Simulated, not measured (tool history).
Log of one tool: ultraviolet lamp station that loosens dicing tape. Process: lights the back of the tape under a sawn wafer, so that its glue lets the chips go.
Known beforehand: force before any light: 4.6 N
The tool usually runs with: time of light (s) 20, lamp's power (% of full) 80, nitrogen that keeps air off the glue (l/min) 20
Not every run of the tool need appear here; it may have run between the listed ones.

| run | hour | time of light (s) | lamp's power (% of full) | nitrogen that keeps air off the glue (l/min) | force that peels the tape off (N) | light that reached the tape (mJ/cm²) |
|---|---|---|---|---|---|---|
| 1 | 0.0 | 20 | 80 | 20 | 0.807 | 242 |
| 2 | 33.2 | 20 | 75 | 20 | 0.876 | 225 |
| 3 | 54.0 | 20 | 75 | 20 | 0.914 | 224 |
| 4 | 71.4 | 20 | 92 | 20 | 0.672 | 265 |
| 5 | 100.5 | 20 | 80 | 20 | 0.838 | 225 |
| 6 | 118.4 | 20 | 80 | 20 | 0.833 | 223 |
| 7 | 153.2 | 20 | 80 | 20 | 0.892 | 220 |
| 8 | 170.0 | 35 | 80 | 20 | 0.368 | 383 |
| 9 | 189.0 | 35 | 80 | 20 | 0.362 | 376 |
| 10 | 210.2 | 12 | 80 | 20 | 1.753 | 130 |
| 11 | 244.4 | 19 | 80 | 20 | 1.100 | 199 |
| 12 | 269.9 | 19 | 80 | 20 | 1.056 | 192 |
| 13 | 298.5 | 12 | 80 | 20 | 1.852 | 123 |
| 14 | 315.6 | 24 | 80 | 20 | 0.795 | 237 |
|  | 344.6 | lamp changed |
| 15 | 345.8 | 24 | 80 | 20 | 0.465 | 331 |
| 16 | 368.8 | 24 | 80 | 20 | 0.457 | 328 |
| 17 | 391.8 | 24 | 80 | 20 | 0.499 | 326 |
| 18 | 427.0 | 24 | 80 | 20 | 0.504 | 318 |

What does the tool deliver on the next run?
| 19 | 456.3 | 17 | 80 | 20 | ? | ? |

{"run 19": {"force that peels the tape off (N)": 0.913, "light that reached the tape (mJ/cm²)": 223}}
On a tool with no hidden condition, and with the same random variation, this run would have come out at force that peels the tape off (N) 0.643, light that reached the tape (mJ/cm²) 278.

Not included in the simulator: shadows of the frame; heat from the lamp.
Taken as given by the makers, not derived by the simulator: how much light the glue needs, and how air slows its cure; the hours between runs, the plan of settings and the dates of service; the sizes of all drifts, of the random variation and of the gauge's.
